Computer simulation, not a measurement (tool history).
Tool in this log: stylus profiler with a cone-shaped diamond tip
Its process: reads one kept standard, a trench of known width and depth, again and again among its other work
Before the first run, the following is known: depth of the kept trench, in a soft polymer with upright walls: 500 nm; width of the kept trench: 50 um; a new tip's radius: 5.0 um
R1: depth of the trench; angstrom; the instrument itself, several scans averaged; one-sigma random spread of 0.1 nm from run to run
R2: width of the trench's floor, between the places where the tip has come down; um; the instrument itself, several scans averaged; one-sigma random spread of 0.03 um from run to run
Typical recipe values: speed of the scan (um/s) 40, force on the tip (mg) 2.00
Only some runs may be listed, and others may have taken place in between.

Run 1, hour 0.0: usual settings. Result: R1 5079.7 angstrom, R2 45.16 um.
Run 2, hour 22.4: usual settings but force on the tip (mg) 2.50. Result: R1 5093.7 angstrom, R2 45.24 um.
Run 3, hour 47.7: usual settings but speed of the scan (um/s) 101. Result: R1 5080.6 angstrom, R2 45.07 um.
Run 4, hour 64.7: usual settings but speed of the scan (um/s) 101. Result: R1 5079.7 angstrom, R2 45.02 um.
Run 5, hour 83.1: usual settings but force on the tip (mg) 4.92. Result: R1 5143.2 angstrom, R2 45.20 um.
Run 6, hour 106.7: usual settings but speed of the scan (um/s) 33. Result: R1 5082.4 angstrom, R2 45.20 um.
Run 7, hour 118.7: usual settings. Result: R1 5081.8 angstrom, R2 45.14 um.
Run 8, hour 144.1: usual settings. Result: R1 5082.1 angstrom, R2 45.16 um.
Run 9, hour 168.9: usual settings. Result: R1 5082.4 angstrom, R2 45.12 um.
Run 10, hour 188.9: usual settings. Result: R1 5082.6 angstrom, R2 45.09 um.
Run 11, hour 206.8: usual settings. Result: R1 5083.1 angstrom, R2 45.10 um.
Run 12, hour 220.3: usual settings. Result: R1 5083.0 angstrom, R2 45.07 um.
Run 13, hour 232.8: usual settings. Result: R1 5084.8 angstrom, R2 45.06 um.
Run 14, hour 243.6: usual settings. Result: R1 5083.4 angstrom, R2 45.09 um.
Run 15, hour 264.2: usual settings but speed of the scan (um/s) 76. Result: R1 5083.6 angstrom, R2 45.04 um.
Run 16, hour 277.7: usual settings but speed of the scan (um/s) 86. Result: R1 5081.8 angstrom, R2 44.98 um.
Run 17, hour 294.8: usual settings but speed of the scan (um/s) 86. Result: R1 5082.7 angstrom, R2 44.89 um.
Run 18, hour 306.2: usual settings but speed of the scan (um/s) 86. Result: R1 5082.2 angstrom, R2 44.96 um.
Run 19, hour 319.4: usual settings but speed of the scan (um/s) 19. Result: R1 5083.0 angstrom, R2 45.03 um.
Run 20, hour 341.4: usual settings but speed of the scan (um/s) 95. Result: R1 5083.4 angstrom, R2 44.89 um.
Run 21, hour 362.2: usual settings. Result: R1 5081.7 angstrom, R2 44.99 um.
Run 22, hour 381.3: usual settings. Result: R1 5085.1 angstrom, R2 45.00 um.
Run 23, hour 400.2: usual settings. Result: R1 5084.9 angstrom, R2 44.97 um.
Run 24, hour 426.1: usual settings. Result: R1 5084.0 angstrom, R2 44.98 um.
Run 25, hour 450.0: usual settings. Result: R1 5083.9 angstrom, R2 44.92 um.
Run 26, hour 461.7: usual settings but speed of the scan (um/s) 15, force on the tip (mg) 0.79. Result: R1 5050.4 angstrom, R2 44.95 um.
Run 27, hour 475.5: usual settings but speed of the scan (um/s) 20. Result: R1 5085.7 angstrom, R2 44.93 um.
Run 28, hour 498.5: usual settings but speed of the scan (um/s) 20. Result: R1 5084.8 angstrom, R2 44.97 um.
Run 29, hour 519.1: usual settings but speed of the scan (um/s) 20. Result: R1 5085.7 angstrom, R2 44.93 um.
Run 30, hour 531.6: usual settings but speed of the scan (um/s) 35. Result: R1 5084.1 angstrom, R2 44.93 um.
At hour 544.1: height scale calibrated on a step standard.
Run 31, hour 555.3: usual settings but speed of the scan (um/s) 10, force on the tip (mg) 0.79. Result: R1 5039.9 angstrom, R2 44.92 um.
Run 32, hour 576.5: usual settings but speed of the scan (um/s) 130, force on the tip (mg) 3.13. Result: R1 5101.1 angstrom, R2 44.72 um.
Run 33, hour 594.9: usual settings but speed of the scan (um/s) 130, force on the tip (mg) 3.13. Result: R1 5101.1 angstrom, R2 44.73 um.
Run 34, hour 606.7: usual settings but speed of the scan (um/s) 130, force on the tip (mg) 3.13. Result: R1 5099.8 angstrom, R2 44.73 um.
Run 35, hour 629.9: usual settings but speed of the scan (um/s) 17. Result: R1 5074.6 angstrom, R2 44.89 um.
Run 36, hour 642.8: usual settings but speed of the scan (um/s) 17. Result: R1 5074.2 angstrom, R2 44.93 um.
Run 37, hour 664.9: usual settings but speed of the scan (um/s) 17. Result: R1 5074.4 angstrom, R2 44.91 um.
Run 38, hour 677.7: usual settings but speed of the scan (um/s) 10, force on the tip (mg) 1.14. Result: R1 5053.4 angstrom, R2 44.85 um.

Run 39 is up next; what results do you expect?
Run 39, hour 689.6: usual settings but speed of the scan (um/s) 11, force on the tip (mg) 4.90. Result: R1 ?, R2 ?.

{"run 39": {"R1": 5137.2, "R2": 44.89}}
With the hidden condition absent and the run-to-run variation left alone, this run would have shown R1 5138.0 angstrom, R2 45.62 um.
